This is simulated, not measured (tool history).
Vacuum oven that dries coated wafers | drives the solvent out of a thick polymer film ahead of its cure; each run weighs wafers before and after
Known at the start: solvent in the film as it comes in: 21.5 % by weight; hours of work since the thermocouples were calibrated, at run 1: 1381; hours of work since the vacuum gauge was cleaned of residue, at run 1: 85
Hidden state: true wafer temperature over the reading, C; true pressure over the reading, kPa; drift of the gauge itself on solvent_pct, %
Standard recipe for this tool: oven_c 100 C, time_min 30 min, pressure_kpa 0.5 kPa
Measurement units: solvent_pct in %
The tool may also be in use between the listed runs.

run,day,oven_c,time_min,pressure_kpa,hours of work since the thermocouples were calibrated,hours of work since the vacuum gauge was cleaned of residue,solvent_pct
1,0,100,30,0.5,1381,85,0.95
2,0.342,100,30,0.5,1387,91,0.97
3,0.617,100,30,0.5,1391,95,0.96
4,0.958,100,30,0.5,1397,101,1.01
5,1.367,100,30,0.5,1403,107,0.98
6,1.846,100,30,0.5,1411,115,0.96
7,2.317,100,30,0.5,1419,123,0.93
8,2.825,100,30,0.5,1427,131,0.99
# day 3.042: oven's thermocouples calibrated
9,3.417,100,27,0.5,6,139,0.98
10,3.654,100,27,0.5,10,143,0.97
11,3.867,100,25,0.5,13,146,1.22
12,4.208,105,30,0.5,19,152,0.35
13,4.654,96,24,0.5,26,159,2.41
14,4.967,96,24,0.5,31,164,2.4
15,5.262,109,25,0.5,36,169,0.29
16,5.538,114,53,1.086,40,173,0.32
17,5.754,114,53,1.086,44,177,0.32
18,6.192,114,53,1.086,51,184,0.34
19,6.412,94,17,1.086,54,187,5.39
20,6.658,100,23,0.505,58,191,1.46
21,6.988,104,32,1.713,63,196,0.89

Pick out some run-to-run changes in solvent_pct. Of each, how much would a tool without hidden state show as well, from the settings, what came in and chance, and how much is left for the hidden state and any gauge scatter not in both results compared?
Run 8 -> 9: time_min 30 -> 27, oven's thermocouples calibrated. solvent_pct -0.01 %: hidden state -0.18, all else +0.17.
Run 18 -> 19: oven_c 114 -> 94, time_min 53 -> 17. solvent_pct +5.05 %: hidden state -0.08, all else +5.13.
Run 19 -> 20: oven_c 94 -> 100, time_min 17 -> 23, pressure_kpa 1.086 -> 0.505. solvent_pct -3.93 %: hidden state +0.04, all else -3.97.

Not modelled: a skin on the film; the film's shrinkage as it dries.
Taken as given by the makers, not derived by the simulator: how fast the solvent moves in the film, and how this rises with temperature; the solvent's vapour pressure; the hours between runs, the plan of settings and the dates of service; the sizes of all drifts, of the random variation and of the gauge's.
